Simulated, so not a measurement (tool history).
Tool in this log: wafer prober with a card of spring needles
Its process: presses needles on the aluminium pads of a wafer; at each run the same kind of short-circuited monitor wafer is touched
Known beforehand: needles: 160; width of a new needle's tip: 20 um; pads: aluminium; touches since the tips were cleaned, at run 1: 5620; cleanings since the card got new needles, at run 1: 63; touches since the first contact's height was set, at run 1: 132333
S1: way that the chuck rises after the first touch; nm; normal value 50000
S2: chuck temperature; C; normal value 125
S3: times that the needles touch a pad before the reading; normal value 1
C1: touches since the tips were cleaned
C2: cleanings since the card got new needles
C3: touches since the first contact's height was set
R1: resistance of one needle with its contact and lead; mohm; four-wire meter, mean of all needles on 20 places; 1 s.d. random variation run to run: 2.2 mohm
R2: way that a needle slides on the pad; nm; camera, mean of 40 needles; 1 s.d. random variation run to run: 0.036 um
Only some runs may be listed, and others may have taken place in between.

run,hour,S1,S2,S3,C1,C2,C3,R1,R2
1,0.0,50000,125,1,5620,63,132333,335,9210
# hour 8.4: tips cleaned on abrasive film
# hour 28.9: tips cleaned on abrasive film
# hour 49.8: tips cleaned on abrasive film
2,58.4,50000,51,1,4024,66,159574,317,9140
# hour 68.6: tips cleaned on abrasive film
# hour 88.3: tips cleaned on abrasive film
3,95.9,50000,51,1,3549,68,177064,302,9230
# hour 109.5: tips cleaned on abrasive film
# hour 130.4: tips cleaned on abrasive film
4,145.8,50000,51,1,7261,70,200392,343,9190
# hour 149.8: tips cleaned on abrasive film
# hour 170.4: tips cleaned on abrasive film
# hour 191.7: tips cleaned on abrasive film
5,201.2,50000,51,1,4433,73,226191,317,9060
# hour 210.2: tips cleaned on abrasive film
# hour 228.8: tips cleaned on abrasive film
# hour 247.8: tips cleaned on abrasive film
# hour 251.6: height of the first contact set anew
6,252.8,50000,51,1,2215,76,563,281,9340
# hour 268.1: tips cleaned on abrasive film
# hour 287.9: tips cleaned on abrasive film
7,303.8,50000,51,1,7410,78,24345,339,9360
# hour 308.4: tips cleaned on abrasive film
# hour 328.2: tips cleaned on abrasive film
8,340.2,50000,55,1,5621,80,41349,333,9270
# hour 349.1: tips cleaned on abrasive film
# hour 369.7: tips cleaned on abrasive film
9,387.5,32000,125,1,8317,82,63421,547,5970
# hour 392.1: tips cleaned on abrasive film
# hour 412.7: tips cleaned on abrasive film
# hour 432.8: tips cleaned on abrasive film
10,447.4,50000,125,1,6821,85,91370,355,9290
# hour 451.1: tips cleaned on abrasive film
# hour 470.8: tips cleaned on abrasive film
# hour 491.6: tips cleaned on abrasive film
11,491.6,50000,125,1,0,88,111954,249,9290
# hour 514.1: tips cleaned on abrasive film
12,519.4,50000,125,1,2459,89,124947,315,9210
# hour 536.4: tips cleaned on abrasive film
# hour 556.7: tips cleaned on abrasive film
# hour 577.9: tips cleaned on abrasive film
13,583.8,50000,125,1,2771,92,155001,316,9150
# hour 597.4: tips cleaned on abrasive film
# hour 618.2: tips cleaned on abrasive film
14,622.7,50000,125,1,2096,94,173147,301,9240
# hour 637.4: tips cleaned on abrasive film
15,654.4,34000,47,1,7958,95,187965,536,6110
# hour 659.0: tips cleaned on abrasive film
# hour 677.1: tips cleaned on abrasive film
# hour 699.7: tips cleaned on abrasive film
16,701.3,34000,31,1,729,98,209813,310,6140
# hour 720.3: tips cleaned on abrasive film
# hour 739.2: tips cleaned on abrasive film
# hour 760.8: tips cleaned on abrasive film
17,760.8,42000,43,1,0,101,237572,251,7630
# hour 781.3: tips cleaned on abrasive film
# hour 786.2: height of the first contact set anew
18,792.0,38000,29,2,4844,102,2732,336,7160
# hour 802.4: tips cleaned on abrasive film
# hour 824.4: tips cleaned on abrasive film
19,834.7,38000,29,2,4828,104,22659,345,7060
# hour 845.4: tips cleaned on abrasive film
# hour 864.3: tips cleaned on abrasive film
20,876.0,48000,103,1,5453,106,41931,360,8990
# hour 884.6: tips cleaned on abrasive film
# hour 902.8: tips cleaned on abrasive film
# hour 923.3: tips cleaned on abrasive film
21,923.3,48000,103,1,0,109,64003,259,8930
# hour 944.0: tips cleaned on abrasive film
# hour 966.4: tips cleaned on abrasive film
22,970.4,48000,103,1,1882,111,85967,304,8900
# hour 986.9: tips cleaned on abrasive film
23,999.0,42000,48,2,5675,112,99346,334,7760
# hour 1006.6: tips cleaned on abrasive film
# hour 1027.8: tips cleaned on abrasive film
# hour 1048.7: tips cleaned on abrasive film
24,1054.2,51000,77,2,2559,115,125063,268,9380
# hour 1068.5: tips cleaned on abrasive film
25,1083.8,51000,77,2,7161,116,138913,306,9350
# hour 1088.4: tips cleaned on abrasive film
# hour 1108.8: tips cleaned on abrasive film
# hour 1129.5: tips cleaned on abrasive film
26,1135.2,51000,77,2,2649,119,162877,271,9350
# hour 1152.1: tips cleaned on abrasive film
# hour 1173.3: tips cleaned on abrasive film
27,1184.6,41000,39,3,5324,121,185966,294,7470
# hour 1192.6: tips cleaned on abrasive film
# hour 1215.0: tips cleaned on abrasive film
# hour 1236.0: tips cleaned on abrasive film
28,1243.7,59000,39,3,3603,124,213521,237,10810

3 ways to go on from here, each from the tool as it stands after run 28. What would each give?
# hour 1258.4: tips cleaned on abrasive film
# hour 1280.3: tips cleaned on abrasive film
# hour 1299.5: tips cleaned on abrasive film
A,1305.4,43000,122,3,2729,127,242300,?,?
# hour 1258.4: tips cleaned on abrasive film
# hour 1280.3: tips cleaned on abrasive film
# hour 1299.5: tips cleaned on abrasive film
B,1305.4,38000,80,3,2729,127,242300,?,?
# hour 1258.4: tips cleaned on abrasive film
# hour 1280.3: tips cleaned on abrasive film
# hour 1299.5: tips cleaned on abrasive film
C,1305.4,47000,39,3,2729,127,242300,?,?

run,R1,R2
A,288,7740
B,296,6870
C,254,8530
Stripped of hidden state, with their random variation kept, the same runs would have yielded:
run,R1,R2
A,247,8030
B,242,7150
C,216,8810
